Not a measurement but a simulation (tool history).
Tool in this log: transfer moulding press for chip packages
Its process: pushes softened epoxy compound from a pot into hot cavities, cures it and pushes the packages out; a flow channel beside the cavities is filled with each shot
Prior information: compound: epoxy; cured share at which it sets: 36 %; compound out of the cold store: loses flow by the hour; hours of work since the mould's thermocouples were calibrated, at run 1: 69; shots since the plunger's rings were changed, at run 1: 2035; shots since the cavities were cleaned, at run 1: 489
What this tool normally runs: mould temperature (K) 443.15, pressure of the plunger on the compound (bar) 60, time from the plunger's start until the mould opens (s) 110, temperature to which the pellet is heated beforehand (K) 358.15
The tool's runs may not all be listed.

run,hour,mould temperature (K),pressure of the plunger on the compound (bar),time from the plunger's start until the mould opens (s),temperature to which the pellet is heated beforehand (K),hours of work since the mould's thermocouples were calibrated,shots since the plunger's rings were changed,shots since the cavities were cleaned,incoming compound's hours out of the cold store,length that the compound runs in the flow channel (mm),greatest force on the pins that push the packages out (N)
1,0,443.15,60,110,358.15,69,2035,489,15,583,673
2,12.7,443.15,60,130,358.15,78,2172,626,35.8,559,584
3,22.3,443.15,60,130,358.15,85,2276,730,36.5,550,594
4,35.6,443.15,60,130,358.15,94,2421,875,38.2,542,597
# hour 49: cavities cleaned with cleaning compound and waxed
5,49,443.15,60,121,358.15,103,2549,0,44.7,535,357
6,62.9,443.15,60,121,358.15,112,2699,150,30.6,551,471
7,73.5,443.15,60,110,367.15,120,2815,266,46.2,528,562
8,86.6,443.15,60,110,367.15,129,2957,408,27.4,556,620
9,100.2,441.15,69.9,125,354.15,139,3103,554,18.7,614,620
10,114.7,441.15,69.9,125,354.15,149,3260,711,13.7,618,652

Expected results for the next run?
11,128.4,441.15,69.9,125,354.15,159,3409,860,12.4,?,?

{"run 11": {"length that the compound runs in the flow channel (mm)": 618, "greatest force on the pins that push the packages out (N)": 634}}
Were there no unlogged condition in the tool, this run, its random variation unchanged, would have produced length that the compound runs in the flow channel (mm) 658, greatest force on the pins that push the packages out (N) 362.

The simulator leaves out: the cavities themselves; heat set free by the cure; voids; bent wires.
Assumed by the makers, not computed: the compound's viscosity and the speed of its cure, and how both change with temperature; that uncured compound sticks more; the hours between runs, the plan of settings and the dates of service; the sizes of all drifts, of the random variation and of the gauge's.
